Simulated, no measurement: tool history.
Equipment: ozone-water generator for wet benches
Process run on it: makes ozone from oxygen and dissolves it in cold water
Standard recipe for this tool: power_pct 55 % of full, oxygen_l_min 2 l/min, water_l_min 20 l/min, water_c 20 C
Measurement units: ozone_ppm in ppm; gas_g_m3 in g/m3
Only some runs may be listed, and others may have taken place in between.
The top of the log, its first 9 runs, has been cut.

run,day,power_pct,oxygen_l_min,water_l_min,water_c,hours of work since the electrodes were changed,hours of work since the contactor was cleaned,hours of work since the thermometer was calibrated,ozone_ppm,gas_g_m3
10,10.546,55,2,20,20,503,7420,4983,9.8,178.4
11,11.262,55,2,20,20,515,7432,4994,9.7,178.4
12,11.908,55,1.57,20,20,524,7441,5004,9,192.9
13,12.867,55,2,20,20,539,7456,5019,9.7,176.8
14,14.071,55,2,20,20,558,7475,5037,9.8,178
15,14.846,55,2.82,20,20,570,7487,5049,10.6,156.9
16,15.483,55,2.82,20,20,580,7497,5059,10.8,157
17,16.854,55,2.82,20,20,601,7518,5080,10.9,156
18,17.742,46,1.29,27,23,615,7532,5094,4.9,181.1
19,18.458,99,1.07,27,14,626,7543,5105,8.2,356.5
20,19.512,99,1.07,27,14,642,7559,5121,8.3,359
21,20.396,55,2,32,20,656,7573,5135,5.6,177.4
22,21.529,55,2,32,20,673,7590,5153,5.4,176.6
23,22.962,64,1.38,20,24,695,7612,5175,9.2,228
24,24.246,64,1.94,20,13,715,7632,5195,11.3,204.7
25,25.15,64,1.94,20,13,729,7646,5208,11.1,201.8
26,26.592,55,2,19,20,751,7668,5231,10.3,179.7
27,27.858,83,2,23,20,771,7688,5250,11.3,243.3
28,28.946,83,2,23,20,788,7705,5267,11.3,245.7
29,29.738,49,2,21,20,800,7717,5279,8.3,159.1
30,31.15,48,2,14,20,822,7739,5301,12.3,158.2
31,32.371,60,2.21,20,28,841,7758,5320,10.1,182.5
32,32.983,55,2.21,15,28,850,7767,5330,12.3,172.7
33,34.317,55,2,21,20,871,7788,5350,9.2,177.8
34,35.746,55,2,20,13,893,7810,5372,10.3,178.7

Below are 3 alternative next runs, each starting from the tool's condition after run 34. Predict each:
# day 36.583: water thermometer calibrated
A,37.225,55,1.95,20,28,915,7832,10,?,?
# day 36.583: water thermometer calibrated
B,37.225,56,2,17,13,915,7832,10,?,?
# day 36.583: water thermometer calibrated
C,37.225,55,1.02,20,13,915,7832,10,?,?

run,ozone_ppm,gas_g_m3
A,8.8,179
B,12.4,179.3
C,7.3,224.5
Without the tool's unlogged condition, the same runs would have read:
run,ozone_ppm,gas_g_m3
A,9.5,181.3
B,13.3,181.6
C,7.9,227.3

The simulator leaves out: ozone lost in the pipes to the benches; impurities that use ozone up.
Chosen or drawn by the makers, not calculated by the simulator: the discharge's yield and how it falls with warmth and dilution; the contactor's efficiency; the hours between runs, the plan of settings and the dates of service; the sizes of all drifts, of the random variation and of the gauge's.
